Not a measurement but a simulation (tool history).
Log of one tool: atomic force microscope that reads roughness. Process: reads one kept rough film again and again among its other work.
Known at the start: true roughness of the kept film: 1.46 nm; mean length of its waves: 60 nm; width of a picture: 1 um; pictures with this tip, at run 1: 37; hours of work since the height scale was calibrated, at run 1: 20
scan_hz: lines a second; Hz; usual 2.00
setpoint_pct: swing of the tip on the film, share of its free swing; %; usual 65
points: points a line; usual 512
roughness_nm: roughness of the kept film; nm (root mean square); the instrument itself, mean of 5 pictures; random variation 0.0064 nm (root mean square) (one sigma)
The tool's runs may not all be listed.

run   hour  scan_hz  setpoint_pct  points  pictures with this tip  hours of work since the height scale was calibrated  roughness_nm
  1    0.0     2.00            65     512                      37                                                   20         1.385
  2    7.3     2.00            65     512                      45                                                   25         1.383
  3   13.7     2.00            65     512                      53                                                   29         1.369
  4   20.1     2.00            65     512                      61                                                   33         1.381
  5   28.1     2.00            69     512                      71                                                   38         1.355
  6   32.2     2.00            69     512                      76                                                   41         1.348
  7   38.6     2.00            69     512                      84                                                   45         1.364
  8   46.4     2.00            69     512                      93                                                   50         1.350
  9   50.4     2.00            65     512                      98                                                   53         1.367
 10   57.3     2.00            65     512                     106                                                   57         1.361
 11   64.1     2.00            65     512                     115                                                   62         1.371
 12   68.7     2.00            65     526                     120                                                   65         1.366
 13   74.1     2.00            65     526                     127                                                   68         1.371
 14   78.2     2.00            65     303                     132                                                   71         1.360
 15   85.8     2.00            65     693                     141                                                   76         1.375
 16   92.7     2.00            65     693                     149                                                   80         1.372
 17   97.4     2.00            65     693                     155                                                   83         1.360
 18  106.3     2.00            65    1011                     166                                                   89         1.373
 19  114.9     2.00            60     512                     176                                                   95         1.372
 20  124.7     2.00            60     512                     188                                                  101         1.370
 21  130.0     2.00            65     512                     195                                                  105         1.362
 22  134.1     2.00            65     512                     200                                                  107         1.365
 23  143.5     2.00            65     512                     211                                                  114         1.361
     145.1  -- height scale calibrated on a step standard
 24  150.6     2.00            65     512                     219                                                    4         1.364
 25  156.8     2.00            65     512                     226                                                    8         1.370
 26  161.1     0.74            65     815                     231                                                   10         1.394
     165.4  -- new tip fitted
 27  167.6     1.87            66     754                       3                                                   14         1.375
 28  174.2     0.89            65     281                      11                                                   19         1.413
 29  180.4     2.20            65     320                      18                                                   23         1.366
 30  187.5     2.20            65     320                      27                                                   27         1.365
     191.8  -- height scale calibrated on a step standard, once more
 31  197.0     2.20            65     320                      37                                                    3         1.368
 32  205.3     2.20            65     320                      47                                                    9         1.362
 33  213.2     0.91            65     512                      57                                                   14         1.410
 34  218.0     0.72            65     377                      63                                                   17         1.413
 35  226.0     1.65            65     377                      73                                                   22         1.384
 36  233.2     1.40            70     308                      81                                                   27         1.364
 37  240.8     1.40            70     308                      91                                                   32         1.365
 38  245.2     1.40            70     308                      96                                                   35         1.359
 39  254.1     1.31            76     436                     107                                                   41         1.352
 40  259.8     0.80            65     949                     114                                                   44         1.407
 41  263.9     1.78            62     949                     119                                                   47         1.392
 42  270.1     1.78            62     949                     126                                                   51         1.382
 43  274.4     2.00            89     470                     131                                                   54         1.224
 44  279.3     0.54            73     276                     138                                                   57         1.397
 45  283.4     3.22            84     583                     143                                                   60         1.179
 46  288.2     3.22            84     583                     148                                                   63         1.188
 47  296.4     0.99            86     583                     158                                                   68         1.334
 48  303.2     0.64            65     686                     167                                                   73         1.408
 49  310.3     2.73            75     500                     175                                                   77         1.281

Some steps in roughness_nm between neighbouring runs. How much of each would the tool show without its hidden state too (settings, what came in, random variation), and how much is left for the hidden state, with any gauge scatter that isn't in both results?
The hidden state here: radius of the tip, nm; height scale over the true one, %; drift of the gauge itself on roughness_nm, %.
Run 4 -> 5: setpoint_pct 65 -> 69. roughness_nm -0.026 nm (root mean square): hidden state -0.002, all else -0.024.
Run 26 -> 27: scan_hz 0.74 -> 1.87, setpoint_pct 65 -> 66, points 815 -> 754, new tip fitted. roughness_nm -0.019 nm (root mean square): hidden state +0.018, all else -0.037.
Run 42 -> 43: scan_hz 1.78 -> 2.00, setpoint_pct 62 -> 89, points 949 -> 470. roughness_nm -0.158 nm (root mean square): hidden state +0.001, all else -0.159.
Run 43 -> 44: scan_hz 2.00 -> 0.54, setpoint_pct 89 -> 73, points 470 -> 276. roughness_nm +0.173 nm (root mean square): hidden state -0.003, all else +0.176.
Run 44 -> 45: scan_hz 0.54 -> 3.22, setpoint_pct 73 -> 84, points 276 -> 583. roughness_nm -0.218 nm (root mean square): hidden state +0.002, all else -0.220.
